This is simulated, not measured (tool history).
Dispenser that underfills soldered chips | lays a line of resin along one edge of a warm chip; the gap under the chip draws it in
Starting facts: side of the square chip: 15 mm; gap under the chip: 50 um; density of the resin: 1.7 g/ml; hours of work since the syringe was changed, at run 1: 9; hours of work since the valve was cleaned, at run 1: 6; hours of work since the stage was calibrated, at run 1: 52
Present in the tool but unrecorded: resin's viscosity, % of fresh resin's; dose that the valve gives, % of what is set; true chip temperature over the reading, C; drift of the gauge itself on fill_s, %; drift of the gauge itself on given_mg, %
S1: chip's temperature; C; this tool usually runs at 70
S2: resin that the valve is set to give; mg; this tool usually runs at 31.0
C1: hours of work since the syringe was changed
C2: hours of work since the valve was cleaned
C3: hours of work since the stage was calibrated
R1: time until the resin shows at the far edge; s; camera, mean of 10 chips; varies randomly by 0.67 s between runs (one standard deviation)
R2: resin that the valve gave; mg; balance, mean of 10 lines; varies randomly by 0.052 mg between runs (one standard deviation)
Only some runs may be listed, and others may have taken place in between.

| run | hour | S1 | S2 | C1 | C2 | C3 | R1 | R2 |
|---|---|---|---|---|---|---|---|---|
| 1 | 0.0 | 70 | 31.0 | 9 | 6 | 52 | 113.2 | 30.90 |
| 2 | 2.9 | 70 | 31.0 | 11 | 8 | 53 | 127.8 | 30.90 |
|  | 3.5 | new syringe of resin |
| 3 | 7.5 | 70 | 31.0 | 2 | 11 | 56 | 73.3 | 30.94 |
| 4 | 12.9 | 70 | 31.0 | 6 | 14 | 59 | 93.3 | 30.82 |
| 5 | 16.4 | 70 | 31.0 | 8 | 16 | 62 | 105.6 | 30.77 |
| 6 | 19.8 | 70 | 31.0 | 10 | 18 | 64 | 122.6 | 30.85 |
|  | 21.4 | new syringe of resin |
| 7 | 25.1 | 70 | 31.0 | 2 | 21 | 67 | 70.5 | 30.84 |
| 8 | 30.2 | 70 | 31.0 | 5 | 24 | 70 | 90.0 | 30.80 |
| 9 | 32.7 | 70 | 27.9 | 7 | 26 | 71 | 100.5 | 27.69 |
| 10 | 38.5 | 70 | 27.9 | 11 | 30 | 75 | 126.3 | 27.64 |
|  | 39.1 | new syringe of resin |
| 11 | 41.3 | 70 | 27.9 | 1 | 31 | 77 | 68.6 | 27.59 |
| 12 | 46.0 | 59 | 27.9 | 4 | 34 | 80 | 153.3 | 27.56 |
| 13 | 51.7 | 59 | 28.5 | 8 | 38 | 83 | 199.3 | 28.15 |
| 14 | 56.2 | 59 | 28.5 | 11 | 40 | 86 | 234.6 | 28.22 |
|  | 56.8 | new syringe of resin |
| 15 | 61.7 | 59 | 28.5 | 3 | 44 | 89 | 142.3 | 28.10 |
|  | 63.2 | dispensing valve cleaned and set on the balance |
| 16 | 68.1 | 59 | 28.5 | 6 | 3 | 92 | 178.2 | 28.46 |
| 17 | 72.1 | 77 | 28.8 | 9 | 6 | 95 | 76.8 | 28.72 |
|  | 75.5 | new syringe of resin |
| 18 | 77.7 | 77 | 28.8 | 1 | 9 | 98 | 47.9 | 28.64 |
| 19 | 80.8 | 67 | 27.8 | 3 | 11 | 100 | 94.0 | 27.69 |
| 20 | 84.9 | 81 | 39.7 | 6 | 13 | 103 | 51.6 | 39.38 |
| 21 | 89.3 | 59 | 28.4 | 9 | 16 | 105 | 209.1 | 28.15 |
|  | 93.4 | new syringe of resin |
| 22 | 94.9 | 73 | 31.5 | 1 | 19 | 109 | 55.6 | 31.32 |
| 23 | 100.3 | 73 | 31.5 | 4 | 23 | 112 | 70.7 | 31.21 |
| 24 | 103.8 | 76 | 26.6 | 6 | 25 | 114 | 70.8 | 26.28 |
| 25 | 107.8 | 84 | 40.3 | 9 | 27 | 116 | 53.9 | 39.92 |
|  | 111.2 | new syringe of resin |
| 26 | 112.7 | 61 | 34.1 | 1 | 30 | 119 | 111.1 | 33.72 |
| 27 | 116.8 | 57 | 30.5 | 3 | 33 | 122 | 164.7 | 30.07 |
| 28 | 122.3 | 57 | 30.5 | 7 | 36 | 125 | 208.3 | 30.05 |
| 29 | 126.7 | 57 | 30.5 | 10 | 39 | 128 | 248.6 | 30.13 |

Each row is a separate what-if for the run after 29, all from the same tool condition, not one after another. Results?
|  | 128.9 | new syringe of resin |
| A | 132.2 | 77 | 31.0 | 2 | 42 | 131 | ? | ? |
|  | 128.9 | new syringe of resin |
| B | 132.2 | 64 | 30.0 | 2 | 42 | 131 | ? | ? |
|  | 128.9 | new syringe of resin |
| C | 132.2 | 57 | 39.1 | 2 | 42 | 131 | ? | ? |
|  | 128.9 | new syringe of resin |
| D | 132.2 | 57 | 34.5 | 2 | 42 | 131 | ? | ? |
|  | 128.9 | new syringe of resin |
| E | 132.2 | 80 | 35.5 | 2 | 42 | 131 | ? | ? |

| run | R1 | R2 |
|---|---|---|
| A | 48.9 | 30.42 |
| B | 101.1 | 29.49 |
| C | 150.7 | 38.52 |
| D | 151.3 | 34.05 |
| E | 41.8 | 34.94 |
Had the tool no hidden state, the same runs would have come out as:
| run | R1 | R2 |
|---|---|---|
| A | 40.8 | 30.92 |
| B | 84.2 | 29.97 |
| C | 125.7 | 39.15 |
| D | 126.0 | 34.61 |
| E | 35.0 | 35.51 |
